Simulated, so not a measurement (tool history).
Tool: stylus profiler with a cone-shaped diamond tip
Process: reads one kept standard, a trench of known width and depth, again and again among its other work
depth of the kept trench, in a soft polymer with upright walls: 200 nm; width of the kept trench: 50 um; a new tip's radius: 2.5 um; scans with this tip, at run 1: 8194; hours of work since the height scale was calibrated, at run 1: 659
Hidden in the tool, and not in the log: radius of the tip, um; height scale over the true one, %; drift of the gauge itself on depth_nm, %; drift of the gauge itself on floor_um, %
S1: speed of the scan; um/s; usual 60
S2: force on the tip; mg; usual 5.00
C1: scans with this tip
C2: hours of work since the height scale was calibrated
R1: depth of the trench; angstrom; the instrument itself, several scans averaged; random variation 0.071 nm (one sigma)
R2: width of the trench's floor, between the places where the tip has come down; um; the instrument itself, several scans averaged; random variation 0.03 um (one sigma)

{"run": 1, "hour": 0.0, "S1": 60, "S2": 5.0, "C1": 8194, "C2": 659, "R1": 2042.8, "R2": 47.4}
{"run": 2, "hour": 25.3, "S1": 60, "S2": 5.0, "C1": 8325, "C2": 669, "R1": 2043.1, "R2": 47.39}
{"run": 3, "hour": 59.7, "S1": 102, "S2": 5.0, "C1": 8503, "C2": 684, "R1": 2041.5, "R2": 47.2}
{"run": 4, "hour": 96.5, "S1": 102, "S2": 5.0, "C1": 8693, "C2": 699, "R1": 2044.0, "R2": 47.23}
{"run": 5, "hour": 122.0, "S1": 102, "S2": 5.0, "C1": 8824, "C2": 710, "R1": 2044.8, "R2": 47.19}
{"run": 6, "hour": 144.4, "S1": 102, "S2": 5.0, "C1": 8940, "C2": 719, "R1": 2043.8, "R2": 47.2}
{"run": 7, "hour": 182.4, "S1": 60, "S2": 14.05, "C1": 9136, "C2": 735, "R1": 2090.0, "R2": 47.49}
{"run": 8, "hour": 215.2, "S1": 60, "S2": 5.0, "C1": 9306, "C2": 748, "R1": 2042.8, "R2": 47.34}
{"run": 9, "hour": 239.5, "S1": 60, "S2": 5.0, "C1": 9431, "C2": 758, "R1": 2042.6, "R2": 47.32}
{"run": 10, "hour": 274.1, "S1": 60, "S2": 5.0, "C1": 9610, "C2": 773, "R1": 2042.6, "R2": 47.29}
{"run": 11, "hour": 306.5, "S1": 60, "S2": 5.0, "C1": 9777, "C2": 786, "R1": 2043.2, "R2": 47.29}
{"run": 12, "hour": 354.4, "S1": 170, "S2": 4.54, "C1": 10024, "C2": 806, "R1": 2041.1, "R2": 46.81}
{"run": 13, "hour": 382.3, "S1": 18, "S2": 2.52, "C1": 10169, "C2": 818, "R1": 2025.2, "R2": 47.39}
{"run": 14, "hour": 409.4, "S1": 63, "S2": 2.04, "C1": 10309, "C2": 829, "R1": 2021.8, "R2": 47.12}
{"run": 15, "hour": 432.3, "S1": 63, "S2": 2.04, "C1": 10427, "C2": 839, "R1": 2022.4, "R2": 47.15}
{"run": 16, "hour": 472.1, "S1": 80, "S2": 2.58, "C1": 10632, "C2": 855, "R1": 2025.6, "R2": 47.12}
{"run": 17, "hour": 511.6, "S1": 158, "S2": 14.92, "C1": 10836, "C2": 871, "R1": 2093.1, "R2": 47.15}
{"run": 18, "hour": 538.5, "S1": 107, "S2": 7.39, "C1": 10975, "C2": 883, "R1": 2055.9, "R2": 47.11}
{"run": 19, "hour": 581.2, "S1": 107, "S2": 7.39, "C1": 11196, "C2": 900, "R1": 2055.8, "R2": 47.1}
{"run": 20, "hour": 608.2, "S1": 107, "S2": 7.39, "C1": 11335, "C2": 912, "R1": 2056.7, "R2": 47.11}
{"run": 21, "hour": 653.5, "S1": 28, "S2": 3.88, "C1": 11569, "C2": 930, "R1": 2034.4, "R2": 47.33}
{"run": 22, "hour": 682.6, "S1": 28, "S2": 3.88, "C1": 11720, "C2": 942, "R1": 2036.3, "R2": 47.34}

5 ways to go on from here, each from the tool as it stands after run 22. What would each give?
{"run": "A", "hour": 706.5, "S1": 28, "S2": 4.03, "C1": 11843, "C2": 952, "R1": "?", "R2": "?"}
{"run": "B", "hour": 706.5, "S1": 24, "S2": 2.85, "C1": 11843, "C2": 952, "R1": "?", "R2": "?"}
{"run": "C", "hour": 706.5, "S1": 20, "S2": 13.7, "C1": 11843, "C2": 952, "R1": "?", "R2": "?"}
{"run": "D", "hour": 706.5, "S1": 231, "S2": 8.43, "C1": 11843, "C2": 952, "R1": "?", "R2": "?"}
{"run": "E", "hour": 706.5, "S1": 60, "S2": 2.12, "C1": 11843, "C2": 952, "R1": "?", "R2": "?"}

run=A R1=2035.9 R2=47.31
run=B R1=2027.5 R2=47.30
run=C R1=2087.2 R2=47.39
run=D R1=2061.1 R2=46.77
run=E R1=2023.0 R2=47.13
Without the tool's hidden state the same runs would have given:
run=A R1=2040.3 R2=47.91
run=B R1=2031.9 R2=47.89
run=C R1=2091.8 R2=47.98
run=D R1=2065.6 R2=47.36
run=E R1=2027.5 R2=47.72
